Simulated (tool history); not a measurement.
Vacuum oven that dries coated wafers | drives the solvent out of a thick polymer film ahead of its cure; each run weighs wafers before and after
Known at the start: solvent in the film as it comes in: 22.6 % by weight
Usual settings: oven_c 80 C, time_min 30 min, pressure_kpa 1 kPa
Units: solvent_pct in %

| run | hour | oven_c | time_min | pressure_kpa | solvent_pct |
|---|---|---|---|---|---|
| 1 | 0 | 80 | 30 | 1 | 1.05 |
| 2 | 7.5 | 80 | 30 | 1 | 1.04 |
| 3 | 17.7 | 80 | 30 | 1 | 1.05 |
| 4 | 28.7 | 80 | 30 | 1 | 1.05 |
| 5 | 42.6 | 80 | 30 | 1 | 1.03 |
| 6 | 49.7 | 80 | 30 | 1 | 1.05 |
| 7 | 63.6 | 80 | 30 | 1 | 1.03 |
| 8 | 70 | 80 | 26 | 1 | 1.41 |
| 9 | 76.6 | 80 | 26 | 1 | 1.43 |
| 10 | 82.7 | 80 | 26 | 1 | 1.44 |
| 11 | 95.1 | 80 | 26 | 1 | 1.4 |
| 12 | 104 | 80 | 26 | 1 | 1.42 |
| 13 | 112.2 | 78 | 16 | 1 | 4.29 |
| 14 | 122.2 | 78 | 16 | 1 | 4.31 |
| 15 | 136.7 | 78 | 36 | 1 | 0.93 |
| 16 | 147.5 | 70 | 41 | 2.74 | 3.26 |
| 17 | 155.3 | 70 | 41 | 1.25 | 2.58 |
| 18 | 164.2 | 70 | 16 | 2.2 | 8.38 |
| 19 | 170.5 | 80 | 19 | 2.52 | 3.09 |
| 20 | 178.9 | 90 | 19 | 1.43 | 0.65 |
| 21 | 190 | 80 | 37 | 1 | 0.65 |
| 22 | 199.6 | 88 | 52 | 3.7 | 0.88 |
| 23 | 213.9 | 93 | 40 | 0.52 | 0.11 |

Some steps in solvent_pct between neighbouring runs. How much of each would the tool show without its hidden state too (settings, what came in, random variation), and how much is left for the hidden state, with any gauge scatter that isn't in both results?
The hidden state here: true wafer temperature over the reading, C; true pressure over the reading, kPa; drift of the gauge itself on solvent_pct, %.
Run 14 -> 15: time_min 16 -> 36. solvent_pct -3.38 %: hidden state +0.06, all else -3.44.
Run 15 -> 16: oven_c 78 -> 70, time_min 36 -> 41, pressure_kpa 1 -> 2.74. solvent_pct +2.33 %: hidden state -0.05, all else +2.38.
Run 17 -> 18: time_min 41 -> 16, pressure_kpa 1.25 -> 2.2. solvent_pct +5.8 %: hidden state -0.05, all else +5.85.
Run 18 -> 19: oven_c 70 -> 80, time_min 16 -> 19, pressure_kpa 2.2 -> 2.52. solvent_pct -5.29 %: hidden state +0.04, all else -5.33.
